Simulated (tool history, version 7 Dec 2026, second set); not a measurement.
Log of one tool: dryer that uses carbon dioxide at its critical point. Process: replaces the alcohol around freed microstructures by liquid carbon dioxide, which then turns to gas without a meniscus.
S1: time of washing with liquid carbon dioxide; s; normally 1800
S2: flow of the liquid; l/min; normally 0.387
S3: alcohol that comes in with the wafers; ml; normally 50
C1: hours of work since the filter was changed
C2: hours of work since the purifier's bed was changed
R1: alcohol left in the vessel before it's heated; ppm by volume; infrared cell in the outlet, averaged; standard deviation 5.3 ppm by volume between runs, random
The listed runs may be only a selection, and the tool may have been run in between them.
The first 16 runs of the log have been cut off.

| run | hour | S1 | S2 | S3 | C1 | C2 | R1 |
|---|---|---|---|---|---|---|---|
| 17 | 269.9 | 1800 | 0.387 | 50 | 35 | 267 | 140 |
| 18 | 289.7 | 1800 | 0.387 | 50 | 42 | 274 | 148 |
| 19 | 305.1 | 1800 | 0.297 | 50 | 48 | 280 | 457 |
| 20 | 318.8 | 1800 | 0.297 | 50 | 53 | 285 | 471 |
| 21 | 335.4 | 1800 | 0.387 | 50 | 59 | 290 | 143 |
| 22 | 352 | 2100 | 0.285 | 35 | 64 | 296 | 225 |
| 23 | 371.2 | 2280 | 0.3 | 50 | 71 | 303 | 175 |
| 24 | 382.8 | 1980 | 0.446 | 110 | 75 | 307 | 81 |
| 25 | 405.2 | 1860 | 0.387 | 50 | 83 | 315 | 135 |
| 26 | 425.7 | 1860 | 0.387 | 50 | 91 | 322 | 138 |
| 27 | 435.6 | 1440 | 0.354 | 50 | 94 | 326 | 602 |
| 28 | 455.2 | 1440 | 0.354 | 50 | 101 | 333 | 581 |
| 29 | 471.2 | 2460 | 0.387 | 35 | 107 | 339 | 38 |
| 30 | 493.7 | 2160 | 0.347 | 66 | 115 | 346 | 153 |
| 31 | 511.1 | 2160 | 0.347 | 66 | 121 | 353 | 164 |
| 32 | 523.3 | 2220 | 0.394 | 66 | 125 | 357 | 77 |
| 33 | 540.7 | 2880 | 0.583 | 66 | 131 | 363 | 30 |
| 34 | 559.1 | 2760 | 0.307 | 97 | 138 | 370 | 128 |
| 35 | 579.1 | 2760 | 0.307 | 97 | 145 | 377 | 141 |
| 36 | 595.7 | 1320 | 0.387 | 90 | 151 | 383 | 1112 |
| 37 | 607.2 | 1620 | 0.305 | 47 | 155 | 387 | 704 |
| 38 | 630.5 | 1860 | 0.523 | 47 | 163 | 395 | 51 |
| 39 | 641.6 | 1860 | 0.524 | 47 | 167 | 399 | 43 |
| 40 | 654.4 | 1860 | 0.524 | 47 | 171 | 403 | 48 |
| 41 | 669 | 1860 | 0.263 | 43 | 177 | 409 | 737 |

Forecast each of these 3 alternatives for the next run:
| A | 684.1 | 2460 | 0.372 | 21 | 182 | 414 | ? |
| B | 684.1 | 1920 | 0.317 | 63 | 182 | 414 | ? |
| C | 684.1 | 1800 | 0.387 | 65 | 182 | 414 | ? |

| run | R1 |
|---|---|
| A | 48 |
| B | 440 |
| C | 241 |
Stripped of hidden state, with their random variation kept, the same runs would have yielded:
| run | R1 |
|---|---|
| A | 13 |
| B | 281 |
| C | 138 |

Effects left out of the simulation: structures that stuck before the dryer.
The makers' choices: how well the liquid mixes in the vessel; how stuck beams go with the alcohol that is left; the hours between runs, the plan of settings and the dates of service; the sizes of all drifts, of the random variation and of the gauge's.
